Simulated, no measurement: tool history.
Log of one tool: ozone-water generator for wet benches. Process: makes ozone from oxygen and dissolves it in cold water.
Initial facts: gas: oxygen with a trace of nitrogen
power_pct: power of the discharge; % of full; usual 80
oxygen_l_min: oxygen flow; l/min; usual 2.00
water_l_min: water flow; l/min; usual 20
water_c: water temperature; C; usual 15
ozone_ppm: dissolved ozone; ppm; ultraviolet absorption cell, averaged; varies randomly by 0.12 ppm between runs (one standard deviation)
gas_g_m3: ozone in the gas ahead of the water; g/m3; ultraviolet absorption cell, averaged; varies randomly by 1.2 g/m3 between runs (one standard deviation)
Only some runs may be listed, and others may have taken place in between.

| run | hour | power_pct | oxygen_l_min | water_l_min | water_c | ozone_ppm | gas_g_m3 |
|---|---|---|---|---|---|---|---|
| 1 | 0.0 | 80 | 2.00 | 20 | 15 | 10.7 | 220.8 |
| 2 | 55.4 | 80 | 2.00 | 20 | 15 | 10.7 | 220.1 |
| 3 | 133.5 | 80 | 2.00 | 20 | 15 | 10.6 | 220.2 |
| 4 | 191.1 | 80 | 2.00 | 20 | 15 | 10.7 | 219.8 |
| 5 | 249.9 | 80 | 2.00 | 20 | 15 | 10.8 | 222.7 |
| 6 | 305.3 | 80 | 2.00 | 20 | 9 | 10.9 | 222.2 |
| 7 | 349.4 | 80 | 2.00 | 20 | 15 | 10.6 | 223.0 |
| 8 | 400.0 | 80 | 2.00 | 20 | 15 | 10.7 | 222.6 |
| 9 | 461.5 | 80 | 2.00 | 20 | 15 | 10.5 | 220.8 |
| 10 | 503.2 | 80 | 2.00 | 20 | 15 | 10.5 | 222.3 |
| 11 | 553.6 | 80 | 2.00 | 20 | 15 | 10.5 | 223.8 |
| 12 | 616.7 | 80 | 2.00 | 20 | 15 | 10.5 | 222.2 |
| 13 | 675.4 | 80 | 2.00 | 20 | 15 | 10.4 | 223.5 |
| 14 | 752.7 | 80 | 2.00 | 20 | 15 | 10.6 | 226.6 |
| 15 | 798.5 | 80 | 2.00 | 20 | 15 | 10.5 | 226.1 |
| 16 | 847.3 | 80 | 2.00 | 20 | 15 | 10.7 | 223.3 |
| 17 | 914.6 | 81 | 1.04 | 20 | 15 | 8.9 | 321.9 |
| 18 | 970.0 | 60 | 1.50 | 20 | 20 | 7.8 | 213.7 |
| 19 | 1007.6 | 60 | 1.50 | 18 | 20 | 8.8 | 219.1 |
|  | 1070.9 | gauge calibrated |
| 20 | 1089.3 | 59 | 2.15 | 31 | 20 | 4.9 | 169.9 |
| 21 | 1155.3 | 48 | 1.46 | 29 | 10 | 4.4 | 182.8 |
| 22 | 1197.9 | 80 | 2.00 | 20 | 9 | 11.1 | 218.9 |
| 23 | 1254.1 | 80 | 2.00 | 20 | 9 | 11.1 | 222.2 |
| 24 | 1312.3 | 80 | 1.01 | 20 | 12 | 8.6 | 320.9 |
| 25 | 1397.2 | 90 | 1.40 | 16 | 15 | 13.6 | 292.8 |
| 26 | 1438.1 | 90 | 1.41 | 16 | 15 | 13.7 | 289.0 |
| 27 | 1524.7 | 80 | 2.00 | 13 | 20 | 16.1 | 221.5 |
|  | 1599.0 | contactor cleaned |
| 28 | 1604.9 | 85 | 2.28 | 13 | 15 | 17.9 | 215.6 |
| 29 | 1664.7 | 80 | 1.36 | 20 | 15 | 9.6 | 275.2 |
| 30 | 1724.9 | 80 | 2.71 | 20 | 10 | 12.0 | 190.1 |
| 31 | 1774.5 | 80 | 2.00 | 20 | 12 | 10.8 | 223.6 |
| 32 | 1812.9 | 80 | 2.00 | 20 | 12 | 11.0 | 223.7 |

Here are 3 independent what-if runs from the current tool condition. What would each one return?
| A | 1882.5 | 80 | 2.00 | 18 | 14 | ? | ? |
| B | 1882.5 | 80 | 2.00 | 20 | 21 | ? | ? |
| C | 1882.5 | 80 | 3.38 | 23 | 19 | ? | ? |

| run | ozone_ppm | gas_g_m3 |
|---|---|---|
| A | 11.9 | 221.0 |
| B | 10.2 | 223.0 |
| C | 9.5 | 169.0 |
With the hidden condition removed and each run's random variation left untouched, the same runs would have given:
| run | ozone_ppm | gas_g_m3 |
|---|---|---|
| A | 11.9 | 216.3 |
| B | 10.2 | 218.3 |
| C | 9.6 | 165.5 |

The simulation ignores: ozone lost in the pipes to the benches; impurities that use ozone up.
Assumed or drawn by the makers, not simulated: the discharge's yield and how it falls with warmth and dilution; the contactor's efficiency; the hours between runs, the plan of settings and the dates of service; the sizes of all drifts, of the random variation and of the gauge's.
